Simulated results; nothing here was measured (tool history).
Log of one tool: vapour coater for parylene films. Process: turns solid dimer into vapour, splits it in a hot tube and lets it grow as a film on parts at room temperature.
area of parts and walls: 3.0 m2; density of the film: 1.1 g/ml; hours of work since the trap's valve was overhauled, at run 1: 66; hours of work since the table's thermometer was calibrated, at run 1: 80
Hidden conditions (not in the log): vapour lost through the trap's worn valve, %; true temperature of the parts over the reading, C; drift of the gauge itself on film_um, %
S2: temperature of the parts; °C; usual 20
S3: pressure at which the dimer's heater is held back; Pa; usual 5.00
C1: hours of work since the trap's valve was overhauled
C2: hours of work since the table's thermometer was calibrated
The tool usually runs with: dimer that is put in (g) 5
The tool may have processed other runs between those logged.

Run 1, hour 0.0: usual settings; C1 66; C2 80. Result: thickness of the film (um) 1.192.
Run 2, hour 10.6: usual settings; C1 72; C2 85. Result: thickness of the film (um) 1.190.
Run 3, hour 24.6: usual settings; C1 78; C2 92. Result: thickness of the film (um) 1.187.
Run 4, hour 35.6: usual settings; C1 83; C2 97. Result: thickness of the film (um) 1.208.
Run 5, hour 46.4: usual settings; C1 89; C2 102. Result: thickness of the film (um) 1.202.
Run 6, hour 63.6: usual settings; C1 97; C2 110. Result: thickness of the film (um) 1.192.
Run 7, hour 78.6: usual settings; C1 104; C2 117. Result: thickness of the film (um) 1.207.
Run 8, hour 87.1: usual settings but S2 28 °C; C1 108; C2 122. Result: thickness of the film (um) 0.815.
Run 9, hour 99.8: usual settings but S2 28 °C; C1 114; C2 128. Result: thickness of the film (um) 0.812.
Run 10, hour 109.4: usual settings but S2 28 °C; C1 119; C2 132. Result: thickness of the film (um) 0.833.
Run 11, hour 117.8: usual settings; C1 123; C2 136. Result: thickness of the film (um) 1.195.
Run 12, hour 127.0: usual settings; C1 127; C2 141. Result: thickness of the film (um) 1.180.
Run 13, hour 138.8: usual settings but S3 3.41 Pa; C1 133; C2 146. Result: thickness of the film (um) 1.272.
Run 14, hour 151.0: usual settings but S3 4.28 Pa; C1 139; C2 152. Result: thickness of the film (um) 1.218.
Run 15, hour 159.2: usual settings but S3 3.39 Pa; C1 143; C2 156. Result: thickness of the film (um) 1.277.
Run 16, hour 166.4: usual settings but dimer that is put in (g) 7, S2 13 °C, S3 8.09 Pa; C1 146; C2 160. Result: thickness of the film (um) 2.074.
Run 17, hour 174.2: usual settings but S2 13 °C; C1 150; C2 163. Result: thickness of the film (um) 1.476.
Run 18, hour 183.9: usual settings but S2 27 °C; C1 155; C2 168. Result: thickness of the film (um) 0.854.
Run 19, hour 192.8: usual settings but dimer that is put in (g) 7, S2 15 °C, S3 7.62 Pa; C1 159; C2 172. Result: thickness of the film (um) 1.947.
Run 20, hour 200.1: usual settings but dimer that is put in (g) 3, S3 7.62 Pa; C1 162; C2 176. Result: thickness of the film (um) 0.652.
Run 21, hour 214.1: usual settings but dimer that is put in (g) 4, S2 19 °C; C1 169; C2 182. Result: thickness of the film (um) 0.991.
Run 22, hour 231.3: usual settings but dimer that is put in (g) 4, S2 19 °C; C1 177; C2 191. Result: thickness of the film (um) 0.992.
Run 23, hour 244.3: usual settings but S2 23 °C, S3 9.52 Pa; C1 184; C2 197. Result: thickness of the film (um) 0.911.
Run 24, hour 258.7: usual settings but dimer that is put in (g) 3, S2 16 °C, S3 6.21 Pa; C1 190; C2 204. Result: thickness of the film (um) 0.827.
Run 25, hour 274.5: usual settings but dimer that is put in (g) 3, S2 13 °C, S3 5.20 Pa; C1 198; C2 211. Result: thickness of the film (um) 0.892.
Run 26, hour 284.3: usual settings but dimer that is put in (g) 3, S2 28 °C, S3 5.20 Pa; C1 203; C2 216. Result: thickness of the film (um) 0.492.
At hour 299.4: trap's valve overhauled.
Run 27, hour 303.0: usual settings but dimer that is put in (g) 3, S2 14 °C, S3 4.79 Pa; C1 2; C2 223. Result: thickness of the film (um) 0.904.

What differs in the tool's unlogged condition from the final listed run ahead of each entry between runs to the first listed run following it?
Logged between run 26 and run 27: trap's valve overhauled (hour 299.4)
  vapour lost through the trap's worn valve, %: 0.3 -> 0
